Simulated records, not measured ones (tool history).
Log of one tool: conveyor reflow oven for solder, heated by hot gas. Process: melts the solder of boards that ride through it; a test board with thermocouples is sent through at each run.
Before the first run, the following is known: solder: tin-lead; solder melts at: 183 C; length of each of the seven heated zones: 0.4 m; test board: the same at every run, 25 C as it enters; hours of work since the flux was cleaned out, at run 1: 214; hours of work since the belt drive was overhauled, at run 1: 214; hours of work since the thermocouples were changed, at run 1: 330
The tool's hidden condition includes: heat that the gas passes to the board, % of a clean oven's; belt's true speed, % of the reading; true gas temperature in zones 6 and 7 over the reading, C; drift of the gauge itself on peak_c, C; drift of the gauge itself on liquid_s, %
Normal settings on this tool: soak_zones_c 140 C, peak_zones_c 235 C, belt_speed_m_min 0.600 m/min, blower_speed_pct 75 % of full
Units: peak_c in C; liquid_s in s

run	day	soak_zones_c	peak_zones_c	belt_speed_m_min	blower_speed_pct	hours of work since the flux was cleaned out	hours of work since the belt drive was overhauled	hours of work since the thermocouples were changed	peak_c	liquid_s
1	0.000	140	235	0.600	75	214	214	330	219.7	63.5
2	0.579	140	235	0.600	75	223	223	338	219.4	63.4
3	1.083	140	235	0.600	73	230	230	346	219.3	63.0
4	1.500	140	235	0.600	73	237	237	352	219.2	63.0
# day 1.754: flux residue cleaned out of gas plates and filters
5	2.054	140	235	0.600	73	5	242	357	218.9	62.3
6	2.446	140	235	0.600	73	10	248	363	218.5	62.2
7	2.967	140	235	0.600	73	18	256	371	217.8	62.3
8	3.308	140	235	0.600	83	23	261	376	219.9	63.7
9	3.721	148	235	0.600	83	30	267	383	221.1	67.4
10	4.383	140	235	0.652	78	40	277	392	216.5	55.3
# day 4.692: flux residue cleaned out of gas plates and filters, once more
11	5.308	140	235	0.652	78	9	288	403	218.2	57.4
12	5.996	140	235	0.688	69	20	298	414	214.8	51.0

Consider 5 possible next runs. They are alternatives, not a sequence: every one starts from the tool as it was left by run 12. What does each give?
A	6.538	135	235	0.688	69	28	306	422	?	?
B	6.538	140	235	0.688	59	28	306	422	?	?
C	6.538	140	235	0.600	86	28	306	422	?	?
D	6.538	140	235	0.714	69	28	306	422	?	?
E	6.538	153	229	0.706	75	28	306	422	?	?

run	peak_c	liquid_s
A	213.9	48.6
B	212.9	48.9
C	222.0	65.7
D	214.0	48.0
E	212.7	53.2
What these runs would have given with no unlogged condition in the tool:
run	peak_c	liquid_s
A	215.2	49.4
B	214.1	49.7
C	223.5	66.3
D	215.3	48.8
E	214.0	53.9

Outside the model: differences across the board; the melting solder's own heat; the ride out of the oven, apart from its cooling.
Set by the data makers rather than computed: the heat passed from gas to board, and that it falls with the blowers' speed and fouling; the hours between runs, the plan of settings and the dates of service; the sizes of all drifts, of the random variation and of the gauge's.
